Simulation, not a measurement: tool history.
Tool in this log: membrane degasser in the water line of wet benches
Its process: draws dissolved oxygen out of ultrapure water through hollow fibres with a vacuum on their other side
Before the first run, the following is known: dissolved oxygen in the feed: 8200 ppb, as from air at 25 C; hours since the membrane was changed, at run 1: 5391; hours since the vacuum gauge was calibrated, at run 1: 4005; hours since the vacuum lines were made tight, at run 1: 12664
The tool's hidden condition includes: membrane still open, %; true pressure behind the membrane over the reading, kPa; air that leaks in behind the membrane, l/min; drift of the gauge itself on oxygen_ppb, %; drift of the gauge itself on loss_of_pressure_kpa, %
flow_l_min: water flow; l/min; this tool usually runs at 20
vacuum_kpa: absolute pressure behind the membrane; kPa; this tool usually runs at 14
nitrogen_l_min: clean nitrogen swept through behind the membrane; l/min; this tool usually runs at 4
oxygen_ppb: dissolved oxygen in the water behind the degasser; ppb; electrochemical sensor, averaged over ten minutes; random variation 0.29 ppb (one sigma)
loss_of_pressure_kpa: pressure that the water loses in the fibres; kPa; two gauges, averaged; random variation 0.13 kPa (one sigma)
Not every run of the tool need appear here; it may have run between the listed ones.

run     day  flow_l_min  vacuum_kpa  nitrogen_l_min  hours since the membrane was changed  hours since the vacuum gauge was calibrated  hours since the vacuum lines were made tight  oxygen_ppb  loss_of_pressure_kpa
  1       0          20          14               4                                  5391                                         4005                                         12664       138.7                 30.89
  2   2.771          20          14               4                                  5457                                         4072                                         12731       138.8                 30.79
  3   8.829          20          14               4                                  5603                                         4217                                         12876       138.6                 30.77
  4  11.388          20          14               4                                  5664                                         4278                                         12938       138.7                 30.76
  5  14.371          20          14               4                                  5736                                         4350                                         13009       138.2                  30.9
  6  18.321          20          14               4                                  5831                                         4445                                         13104       138.5                 30.98
     18.762  -- vacuum gauge calibrated
  7  23.417          16          14               4                                  5952                                          112                                         13226       108.7                  24.7
  8  26.167          20          14               4                                  6018                                          178                                         13292       137.7                 30.91
  9  29.254          20          14               4                                  6093                                          252                                         13366       137.8                 30.95
 10  35.312          13          14               4                                  6238                                          397                                         13511        88.1                 20.25
 11  38.758          13          14               4                                  6321                                          480                                         13594        88.4                 20.07
 12  42.908          13          14               4                                  6420                                          579                                         13694        88.3                 19.96
 13  48.221          15        27.9            2.73                                  6548                                          707                                         13821       324.4                 23.06
 14  50.888          15        27.9            2.73                                  6612                                          771                                         13885         325                 23.08
 15  54.308          15         8.5            4.39                                  6694                                          853                                         13967        46.9                 23.22
     59.712  -- seals of the vacuum lines changed
 16  59.804          15        12.7            4.39                                  6824                                          983                                             2          81                 23.32
 17  65.438          22         9.6            7.34                                  6959                                         1118                                           137          58                 33.94
 18  71.417          22         9.6            7.34                                  7103                                         1262                                           281        57.6                 34.09
 19  75.392          30          14           11.85                                  7198                                         1357                                           376         103                 46.23
 20  80.962          26          14            5.71                                  7332                                         1491                                           510       139.9                 40.23
 21  86.221          20          32               4                                  7458                                         1617                                           636       344.5                 30.85

Forecast each of these 5 alternatives for the next run:
  A  91.217          16          32               4                                  7578                                         1737                                           756           ?                     ?
  B  91.217          18         8.9            2.11                                  7578                                         1737                                           756           ?                     ?
  C  91.217          26        23.5            3.18                                  7578                                         1737                                           756           ?                     ?
  D  91.217          14        21.3            8.58                                  7578                                         1737                                           756           ?                     ?
  E  91.217          20        11.2               4                                  7578                                         1737                                           756           ?                     ?

run  oxygen_ppb  loss_of_pressure_kpa
  A       275.3                  24.7
  B         119                 27.99
  C       399.4                 40.41
  D        74.1                 21.39
  E         104                 30.98
The same runs, with their run-to-run variation unchanged, on a tool lacking any hidden condition would have given:
run  oxygen_ppb  loss_of_pressure_kpa
  A       274.9                 24.24
  B       118.5                 27.47
  C       397.3                 39.67
  D        73.9                 20.99
  E       103.1                 30.42
